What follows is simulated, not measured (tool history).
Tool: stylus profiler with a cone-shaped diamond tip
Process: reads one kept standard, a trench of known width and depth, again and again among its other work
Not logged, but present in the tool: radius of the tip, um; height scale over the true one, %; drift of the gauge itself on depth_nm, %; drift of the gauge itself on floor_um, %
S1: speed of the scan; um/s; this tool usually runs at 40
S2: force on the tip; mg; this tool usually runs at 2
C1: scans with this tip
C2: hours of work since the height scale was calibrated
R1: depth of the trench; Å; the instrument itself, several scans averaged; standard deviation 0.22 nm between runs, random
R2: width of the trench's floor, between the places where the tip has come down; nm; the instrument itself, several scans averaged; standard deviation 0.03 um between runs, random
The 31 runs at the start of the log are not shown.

run 32 hour=504.6 | S1=75 S2=2.35 | C1=8344 C2=626 | R1=10076.8 R2=94760
run 33 hour=515.1 | S1=75 S2=2.35 | C1=8456 C2=634 | R1=10078.1 R2=94700
run 34 hour=524.7 | S1=83 S2=2 | C1=8558 C2=642 | R1=10073.8 R2=94700
run 35 hour=540.1 | S1=83 S2=1.55 | C1=8723 C2=654 | R1=10067.3 R2=94630
run 36 hour=559.2 | S1=44 S2=4.96 | C1=8926 C2=670 | R1=10116.7 R2=94790
run 37 hour=575 | S1=44 S2=4.96 | C1=9094 C2=682 | R1=10116 R2=94750
run 38 hour=597.1 | S1=78 S2=0.77 | C1=9329 C2=700 | R1=10047.2 R2=94400
run 39 hour=608.1 | S1=16 S2=4.25 | C1=9447 C2=709 | R1=10111.8 R2=94690
run 40 hour=628.8 | S1=16 S2=4.25 | C1=9667 C2=725 | R1=10108.5 R2=94700
run 41 hour=642.3 | S1=25 S2=0.88 | C1=9811 C2=736 | R1=10051.3 R2=94610
run 42 hour=662 | S1=25 S2=2.49 | C1=10020 C2=752 | R1=10082 R2=94590
run 43 hour=677.7 | S1=147 S2=2.13 | C1=10188 C2=764 | R1=10077.4 R2=94300
run 44 hour=690.7 | S1=147 S2=2.13 | C1=10326 C2=775 | R1=10079.1 R2=94180
run 45 hour=705.6 | S1=147 S2=2.13 | C1=10485 C2=787 | R1=10078.4 R2=94260
run 46 hour=718.1 | S1=11 S2=2 | C1=10619 C2=797 | R1=10077.2 R2=94560
run 47 hour=729.4 | S1=39 S2=1.39 | C1=10739 C2=806 | R1=10063 R2=94470
run 48 hour=739.9 | S1=39 S2=1.39 | C1=10850 C2=814 | R1=10065.7 R2=94410

What if the next run were any one of these 3? Each begins from the tool's condition after run 48:
run A hour=758.8 | S1=67 S2=1.39 | C1=11052 C2=829 | R1=? R2=?
run B hour=758.8 | S1=40 S2=3.63 | C1=11052 C2=829 | R1=? R2=?
run C hour=758.8 | S1=11 S2=3.79 | C1=11052 C2=829 | R1=? R2=?

run=A R1=10063.1 R2=94270
run=B R1=10100 R2=94460
run=C R1=10099.8 R2=94450
Had the tool no hidden state, the same runs would have come out as:
run=A R1=10039.6 R2=96320
run=B R1=10076.4 R2=96510
run=C R1=10076.2 R2=96490

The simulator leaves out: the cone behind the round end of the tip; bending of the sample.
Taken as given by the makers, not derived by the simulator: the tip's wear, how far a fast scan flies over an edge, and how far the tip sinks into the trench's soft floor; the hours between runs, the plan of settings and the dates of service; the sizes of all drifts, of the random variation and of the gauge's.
